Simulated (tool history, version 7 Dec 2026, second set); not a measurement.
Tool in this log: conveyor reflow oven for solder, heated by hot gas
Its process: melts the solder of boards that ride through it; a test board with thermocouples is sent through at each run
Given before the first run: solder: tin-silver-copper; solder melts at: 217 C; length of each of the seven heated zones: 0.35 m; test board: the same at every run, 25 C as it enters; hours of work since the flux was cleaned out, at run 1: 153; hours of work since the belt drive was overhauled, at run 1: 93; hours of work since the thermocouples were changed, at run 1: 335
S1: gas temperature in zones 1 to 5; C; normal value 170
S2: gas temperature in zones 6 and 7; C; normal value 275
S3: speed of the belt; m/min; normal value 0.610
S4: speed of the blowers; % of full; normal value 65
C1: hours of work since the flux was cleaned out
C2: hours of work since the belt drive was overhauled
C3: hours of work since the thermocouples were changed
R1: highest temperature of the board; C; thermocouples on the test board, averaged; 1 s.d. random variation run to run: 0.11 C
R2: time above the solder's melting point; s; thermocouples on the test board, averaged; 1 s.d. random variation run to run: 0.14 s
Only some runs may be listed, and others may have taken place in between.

{"run": 1, "day": 0.0, "S1": 170, "S2": 275, "S3": 0.61, "S4": 65, "C1": 153, "C2": 93, "C3": 335, "R1": 248.2, "R2": 45.4}
{"run": 2, "day": 0.35, "S1": 170, "S2": 275, "S3": 0.61, "S4": 61, "C1": 156, "C2": 96, "C3": 339, "R1": 246.5, "R2": 43.5}
{"run": 3, "day": 0.925, "S1": 160, "S2": 275, "S3": 0.61, "S4": 61, "C1": 162, "C2": 102, "C3": 344, "R1": 243.7, "R2": 38.3}
{"run": 4, "day": 1.367, "S1": 160, "S2": 275, "S3": 0.61, "S4": 61, "C1": 166, "C2": 106, "C3": 348, "R1": 243.7, "R2": 38.3}
{"run": 5, "day": 1.879, "S1": 160, "S2": 275, "S3": 0.61, "S4": 61, "C1": 171, "C2": 111, "C3": 353, "R1": 243.7, "R2": 38.5}
{"run": 6, "day": 2.275, "S1": 170, "S2": 275, "S3": 0.61, "S4": 65, "C1": 175, "C2": 115, "C3": 357, "R1": 248.2, "R2": 45.2}
{"run": 7, "day": 2.65, "S1": 170, "S2": 275, "S3": 0.61, "S4": 65, "C1": 178, "C2": 119, "C3": 361, "R1": 248.2, "R2": 45.2}
{"run": 8, "day": 3.079, "S1": 170, "S2": 275, "S3": 0.61, "S4": 65, "C1": 182, "C2": 123, "C3": 365, "R1": 248.2, "R2": 45.4}
{"run": 9, "day": 3.833, "S1": 170, "S2": 275, "S3": 0.61, "S4": 65, "C1": 190, "C2": 130, "C3": 372, "R1": 248.2, "R2": 45.3}
{"run": 10, "day": 4.279, "S1": 168, "S2": 275, "S3": 0.61, "S4": 65, "C1": 194, "C2": 134, "C3": 376, "R1": 247.6, "R2": 44.3}
{"run": 11, "day": 5.004, "S1": 168, "S2": 275, "S3": 0.61, "S4": 65, "C1": 201, "C2": 141, "C3": 383, "R1": 247.7, "R2": 44.0}
{"run": 12, "day": 5.458, "S1": 168, "S2": 275, "S3": 0.61, "S4": 65, "C1": 205, "C2": 145, "C3": 388, "R1": 247.5, "R2": 44.4}
{"run": 13, "day": 6.0, "S1": 168, "S2": 275, "S3": 0.61, "S4": 65, "C1": 211, "C2": 151, "C3": 393, "R1": 247.6, "R2": 44.3}
{"run": 14, "day": 6.421, "S1": 168, "S2": 275, "S3": 0.61, "S4": 65, "C1": 215, "C2": 155, "C3": 397, "R1": 247.8, "R2": 44.1}
{"run": 15, "day": 6.996, "S1": 168, "S2": 275, "S3": 0.61, "S4": 65, "C1": 220, "C2": 160, "C3": 402, "R1": 247.7, "R2": 44.5}
{"run": 16, "day": 7.733, "S1": 168, "S2": 275, "S3": 0.61, "S4": 65, "C1": 227, "C2": 167, "C3": 409, "R1": 247.9, "R2": 44.2}
{"run": 17, "day": 8.388, "S1": 170, "S2": 275, "S3": 0.712, "S4": 56, "C1": 233, "C2": 174, "C3": 416, "R1": 236.0, "R2": 26.6}
{"run": 18, "day": 9.058, "S1": 170, "S2": 275, "S3": 0.712, "S4": 56, "C1": 240, "C2": 180, "C3": 422, "R1": 235.8, "R2": 26.6}
{"run": 19, "day": 9.479, "S1": 170, "S2": 264, "S3": 0.727, "S4": 51, "C1": 244, "C2": 184, "C3": 426, "R1": 223.8, "R2": 11.2}
{"run": 20, "day": 9.842, "S1": 158, "S2": 265, "S3": 0.727, "S4": 51, "C1": 247, "C2": 188, "C3": 430, "R1": 220.2, "R2": 5.0}
{"run": 21, "day": 10.212, "S1": 158, "S2": 265, "S3": 0.727, "S4": 51, "C1": 251, "C2": 191, "C3": 433, "R1": 220.0, "R2": 5.1}
{"run": 22, "day": 10.896, "S1": 170, "S2": 275, "S3": 0.592, "S4": 82, "C1": 258, "C2": 198, "C3": 440, "R1": 255.5, "R2": 53.3}
{"run": 23, "day": 11.442, "S1": 170, "S2": 269, "S3": 0.542, "S4": 69, "C1": 263, "C2": 203, "C3": 445, "R1": 249.4, "R2": 53.7}
{"run": 24, "day": 12.079, "S1": 157, "S2": 282, "S3": 0.542, "S4": 58, "C1": 269, "C2": 209, "C3": 451, "R1": 252.7, "R2": 50.9}
{"run": 25, "day": 12.533, "S1": 157, "S2": 282, "S3": 0.542, "S4": 58, "C1": 273, "C2": 213, "C3": 456, "R1": 252.8, "R2": 51.1}
{"run": 26, "day": 13.067, "S1": 170, "S2": 278, "S3": 0.61, "S4": 64, "C1": 278, "C2": 219, "C3": 461, "R1": 250.2, "R2": 46.5}
{"run": 27, "day": 13.804, "S1": 170, "S2": 278, "S3": 0.61, "S4": 64, "C1": 285, "C2": 226, "C3": 468, "R1": 250.2, "R2": 46.7}
{"run": 28, "day": 14.179, "S1": 170, "S2": 278, "S3": 0.61, "S4": 64, "C1": 289, "C2": 229, "C3": 471, "R1": 250.2, "R2": 46.4}
{"run": 29, "day": 14.5, "S1": 162, "S2": 265, "S3": 0.61, "S4": 85, "C1": 292, "C2": 232, "C3": 474, "R1": 245.4, "R2": 42.3}
{"day": 15.054, "done": "flux residue cleaned out of gas plates and filters"}
{"run": 30, "day": 15.35, "S1": 157, "S2": 264, "S3": 0.536, "S4": 76, "C1": 3, "C2": 238, "C3": 481, "R1": 245.6, "R2": 47.4}
{"run": 31, "day": 16.017, "S1": 157, "S2": 264, "S3": 0.536, "S4": 76, "C1": 9, "C2": 245, "C3": 487, "R1": 245.8, "R2": 47.5}

Below are 4 alternative next runs, each starting from the tool's condition after run 31. Predict each:
{"run": "A", "day": 16.425, "S1": 166, "S2": 282, "S3": 0.536, "S4": 58, "C1": 13, "C2": 249, "C3": 491, "R1": "?", "R2": "?"}
{"run": "B", "day": 16.425, "S1": 157, "S2": 264, "S3": 0.532, "S4": 62, "C1": 13, "C2": 249, "C3": 491, "R1": "?", "R2": "?"}
{"run": "C", "day": 16.425, "S1": 161, "S2": 275, "S3": 0.714, "S4": 64, "C1": 13, "C2": 249, "C3": 491, "R1": "?", "R2": "?"}
{"run": "D", "day": 16.425, "S1": 175, "S2": 264, "S3": 0.57, "S4": 76, "C1": 13, "C2": 249, "C3": 491, "R1": "?", "R2": "?"}

run=A R1=255.3 R2=56.4
run=B R1=240.8 R2=41.5
run=C R1=237.6 R2=27.2
run=D R1=246.9 R2=51.0
Take away the tool's hidden state, keep each run's random variation, and the runs would have read:
run=A R1=255.3 R2=56.4
run=B R1=240.9 R2=41.6
run=C R1=237.7 R2=27.3
run=D R1=246.9 R2=51.1

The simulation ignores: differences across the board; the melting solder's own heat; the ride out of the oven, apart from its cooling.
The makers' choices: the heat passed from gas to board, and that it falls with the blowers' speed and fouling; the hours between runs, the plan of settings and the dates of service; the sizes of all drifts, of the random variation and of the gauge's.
